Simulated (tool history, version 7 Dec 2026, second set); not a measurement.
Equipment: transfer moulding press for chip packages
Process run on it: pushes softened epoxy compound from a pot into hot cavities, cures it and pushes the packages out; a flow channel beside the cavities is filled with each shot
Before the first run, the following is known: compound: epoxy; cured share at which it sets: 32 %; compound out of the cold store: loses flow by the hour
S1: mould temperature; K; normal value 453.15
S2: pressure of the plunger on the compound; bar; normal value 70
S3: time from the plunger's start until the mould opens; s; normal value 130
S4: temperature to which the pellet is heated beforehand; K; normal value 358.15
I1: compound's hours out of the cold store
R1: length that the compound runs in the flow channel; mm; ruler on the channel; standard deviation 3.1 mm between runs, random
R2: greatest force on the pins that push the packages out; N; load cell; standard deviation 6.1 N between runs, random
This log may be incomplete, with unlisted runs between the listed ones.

run,hour,S1,S2,S3,S4,I1,R1,R2
1,0,453.15,70,130,358.15,26.9,614,320
2,15.5,453.15,70,111,358.15,22.6,630,468
# hour 29: plunger's sealing rings changed
3,31.4,453.15,70,130,358.15,32.1,637,401
4,38.5,453.15,70,130,358.15,32.5,640,408
# hour 41.7: cavities cleaned with cleaning compound and waxed
5,52.3,453.15,70,130,358.15,43.8,602,277
6,61.7,453.15,70,130,358.15,12.1,699,320
7,78.3,453.15,64.6,130,358.15,19.8,647,382
8,93.1,461.15,70,130,358.15,16.2,657,354
# hour 103.1: cavities cleaned with cleaning compound and waxed
9,106.8,461.15,70,130,358.15,41.8,579,229
10,124.3,461.15,70,130,356.15,43.6,577,282
11,135.4,453.15,70,130,358.15,34.2,626,342
12,152.6,453.15,70,130,358.15,42.1,605,384
13,161.1,453.15,70,130,358.15,35.9,611,411
# hour 164.1: cavities cleaned with cleaning compound and waxed
14,175.4,453.15,70,130,358.15,10.5,701,282
15,189,453.15,70,147,363.15,19,673,295
16,202.4,453.15,70,147,363.15,14.1,684,323
17,215.7,453.15,72.3,130,364.15,21.9,662,394
# hour 225.9: cavities cleaned with cleaning compound and waxed
18,227.3,453.15,70,121,358.15,8.1,704,279
19,237.7,453.15,70,121,358.15,20,660,312
20,249.2,453.15,82.1,130,356.15,27.2,688,335
# hour 252.3: mould's thermocouples calibrated
21,267,448.15,54.5,159,351.15,43.6,536,361
22,280.4,449.15,70,130,359.15,25.2,658,501
# hour 289: cavities cleaned with cleaning compound and waxed
23,296.3,452.15,86.3,170,366.15,36.1,674,234
24,303.9,452.15,86.3,123,366.15,32.5,684,324
# hour 309.7: mould's thermocouples calibrated, once more
25,322.2,452.15,67.9,144,357.15,18.9,660,345
26,334.5,452.15,67.9,144,357.15,41.4,593,384
27,344.5,452.15,67.9,144,357.15,39,588,390
# hour 352: cavities cleaned with cleaning compound and waxed
28,363.6,453.15,59.1,129,363.15,23.5,586,300

For some of the steps in R1 from one run to the next: how much would appear even if the tool had no hidden state, given the settings, what came in and random variation, and how much remains for the hidden state plus any gauge scatter that the measured result and the result without hidden state don't share?
Hidden state at play: true mould temperature over the reading, C; pressure that reaches the compound, % of what is set; grip of the stained cavities, % over clean ones'; drift of the gauge itself on flow_mm, %; drift of the gauge itself on push_out_n, %.
Run 2 -> 3: S3 111 -> 130, plunger's sealing rings changed. R1 +7 mm: hidden state +44, all else -37.
Run 20 -> 21: S1 453.15 -> 448.15, S2 82.1 -> 54.5, S3 130 -> 159, S4 356.15 -> 351.15, mould's thermocouples calibrated. R1 -152 mm: hidden state +3, all else -155.
Run 21 -> 22: S1 448.15 -> 449.15, S2 54.5 -> 70, S3 159 -> 130, S4 351.15 -> 359.15. R1 +122 mm: hidden state -7, all else +129.
